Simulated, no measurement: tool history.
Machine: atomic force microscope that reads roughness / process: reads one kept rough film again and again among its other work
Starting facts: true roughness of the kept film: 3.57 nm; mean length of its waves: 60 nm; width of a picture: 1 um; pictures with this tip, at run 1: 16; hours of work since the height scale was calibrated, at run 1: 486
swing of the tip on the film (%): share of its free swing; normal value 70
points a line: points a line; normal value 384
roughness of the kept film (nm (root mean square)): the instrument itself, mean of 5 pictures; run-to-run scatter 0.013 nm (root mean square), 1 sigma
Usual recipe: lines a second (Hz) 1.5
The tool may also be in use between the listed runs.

| run | hour | lines a second (Hz) | swing of the tip on the film (%) | points a line | pictures with this tip | hours of work since the height scale was calibrated | roughness of the kept film (nm (root mean square)) |
|---|---|---|---|---|---|---|---|
| 1 | 0 | 1.5 | 70 | 384 | 16 | 486 | 3.173 |
|  | 29.4 | new tip fitted |
| 2 | 29.4 | 1.5 | 70 | 384 | 0 | 505 | 3.235 |
|  | 65.9 | new tip fitted |
| 3 | 65.9 | 1.5 | 70 | 384 | 0 | 529 | 3.222 |
|  | 106 | new tip fitted |
| 4 | 114.2 | 1.5 | 71 | 384 | 16 | 562 | 3.11 |
|  | 142.5 | new tip fitted |
| 5 | 149.9 | 1.5 | 81 | 384 | 14 | 586 | 3.019 |
|  | 181.8 | new tip fitted |
| 6 | 197.2 | 1.5 | 81 | 384 | 30 | 618 | 2.97 |
|  | 222.4 | new tip fitted |
| 7 | 234.7 | 1.5 | 81 | 384 | 24 | 643 | 2.975 |
| 8 | 255.7 | 1.5 | 81 | 384 | 65 | 657 | 2.842 |
|  | 259.6 | new tip fitted |
|  | 297.6 | new tip fitted |
| 9 | 300.2 | 1.5 | 81 | 902 | 5 | 686 | 3.044 |
|  | 338.3 | new tip fitted |
| 10 | 345.2 | 1.5 | 70 | 753 | 14 | 717 | 3.174 |
|  | 376.3 | new tip fitted |
| 11 | 387.6 | 1.5 | 70 | 384 | 22 | 745 | 3.134 |
| 12 | 412.1 | 1.5 | 70 | 384 | 70 | 762 | 2.943 |
|  | 416.5 | new tip fitted |
| 13 | 448.2 | 1.5 | 70 | 384 | 62 | 786 | 2.967 |
|  | 453.1 | new tip fitted |
|  | 490.1 | new tip fitted |
| 14 | 490.1 | 1.5 | 70 | 384 | 0 | 813 | 3.226 |
| 15 | 522.8 | 1.5 | 70 | 274 | 64 | 836 | 2.974 |
|  | 529.2 | new tip fitted |
| 16 | 543 | 1.5 | 70 | 274 | 27 | 849 | 3.094 |
| 17 | 564 | 1.5 | 70 | 274 | 68 | 863 | 2.966 |
|  | 568.2 | new tip fitted |
| 18 | 586.2 | 1.5 | 70 | 769 | 35 | 878 | 3.098 |
|  | 606 | new tip fitted |
| 19 | 628.9 | 1.5 | 70 | 769 | 45 | 907 | 3.043 |
|  | 643.8 | new tip fitted |
| 20 | 663.9 | 0.76 | 70 | 384 | 39 | 930 | 3.183 |
|  | 680.6 | new tip fitted |
| 21 | 695.7 | 0.6 | 70 | 384 | 29 | 951 | 3.222 |
| 22 | 716.3 | 0.6 | 70 | 384 | 69 | 965 | 3.08 |
|  | 720.1 | new tip fitted |
| 23 | 754.6 | 1.5 | 58 | 384 | 67 | 991 | 3.062 |
|  | 757.9 | new tip fitted |
| 24 | 786 | 1.5 | 58 | 384 | 55 | 1012 | 3.127 |
|  | 794.8 | new tip fitted |
| 25 | 822.2 | 1.5 | 70 | 384 | 53 | 1036 | 3.045 |
|  | 831.5 | new tip fitted |
| 26 | 864.1 | 0.58 | 63 | 374 | 63 | 1064 | 3.129 |
|  | 870.2 | new tip fitted |
|  | 908.7 | new tip fitted |
| 27 | 910.4 | 1.68 | 70 | 829 | 3 | 1095 | 3.207 |
|  | 946.3 | new tip fitted |
| 28 | 951.5 | 0.79 | 85 | 507 | 10 | 1122 | 3.173 |
|  | 984 | new tip fitted |
| 29 | 993.6 | 1.17 | 85 | 380 | 19 | 1151 | 3.02 |
|  | 1022.8 | new tip fitted |
| 30 | 1025.1 | 2.15 | 82 | 335 | 4 | 1172 | 2.887 |
| 31 | 1045.2 | 1.91 | 57 | 974 | 44 | 1185 | 3.135 |
|  | 1062.5 | new tip fitted |
| 32 | 1067.8 | 1.91 | 68 | 974 | 11 | 1200 | 3.132 |
| 33 | 1090.1 | 0.66 | 90 | 384 | 54 | 1215 | 2.923 |
|  | 1100.3 | new tip fitted |
| 34 | 1115 | 1.5 | 70 | 964 | 29 | 1232 | 3.124 |
|  | 1138.5 | new tip fitted |
| 35 | 1141.7 | 1.5 | 70 | 964 | 6 | 1250 | 3.212 |
|  | 1175.7 | new tip fitted |
| 36 | 1183.2 | 1.5 | 62 | 885 | 14 | 1278 | 3.252 |
|  | 1214.7 | new tip fitted |
| 37 | 1226.2 | 1.5 | 62 | 885 | 22 | 1306 | 3.218 |
|  | 1252.3 | new tip fitted |
| 38 | 1256.1 | 1.5 | 67 | 570 | 7 | 1326 | 3.224 |
| 39 | 1277.9 | 0.86 | 61 | 310 | 50 | 1341 | 3.166 |
|  | 1291.8 | new tip fitted |
| 40 | 1301.9 | 0.86 | 61 | 310 | 20 | 1357 | 3.284 |
| 41 | 1324.1 | 0.86 | 61 | 357 | 63 | 1372 | 3.136 |
|  | 1330.2 | new tip fitted |
|  | 1370.7 | new tip fitted |
| 42 | 1372.7 | 0.86 | 61 | 357 | 4 | 1404 | 3.34 |
|  | 1409.4 | new tip fitted |
| 43 | 1409.4 | 1.5 | 70 | 384 | 0 | 1429 | 3.237 |
| 44 | 1433.8 | 1.93 | 81 | 412 | 47 | 1445 | 2.803 |
|  | 1448.6 | new tip fitted |
| 45 | 1460.3 | 1.76 | 70 | 399 | 23 | 1463 | 3.093 |
|  | 1486.4 | new tip fitted |
| 46 | 1498.3 | 1.37 | 70 | 748 | 23 | 1489 | 3.174 |
|  | 1524.3 | new tip fitted |
| 47 | 1533.2 | 1.89 | 75 | 315 | 18 | 1512 | 3.015 |
| 48 | 1556.2 | 0.77 | 74 | 750 | 63 | 1527 | 3.014 |
|  | 1563.2 | new tip fitted |
| 49 | 1577.7 | 1.44 | 70 | 882 | 29 | 1542 | 3.128 |

Here are 3 independent what-if runs from the current tool condition. What would each one return?
|  | 1600 | new tip fitted |
| A | 1618.9 | 0.9 | 70 | 384 | 37 | 1569 | ? |
|  | 1600 | new tip fitted |
| B | 1618.9 | 1.5 | 70 | 353 | 37 | 1569 | ? |
|  | 1600 | new tip fitted |
| C | 1618.9 | 1.5 | 70 | 435 | 37 | 1569 | ? |

| run | roughness of the kept film (nm (root mean square)) |
|---|---|
| A | 3.153 |
| B | 3.053 |
| C | 3.084 |
The same runs, with their run-to-run variation unchanged, on a tool lacking any hidden condition would have given:
| run | roughness of the kept film (nm (root mean square)) |
|---|---|
| A | 3.296 |
| B | 3.192 |
| C | 3.223 |
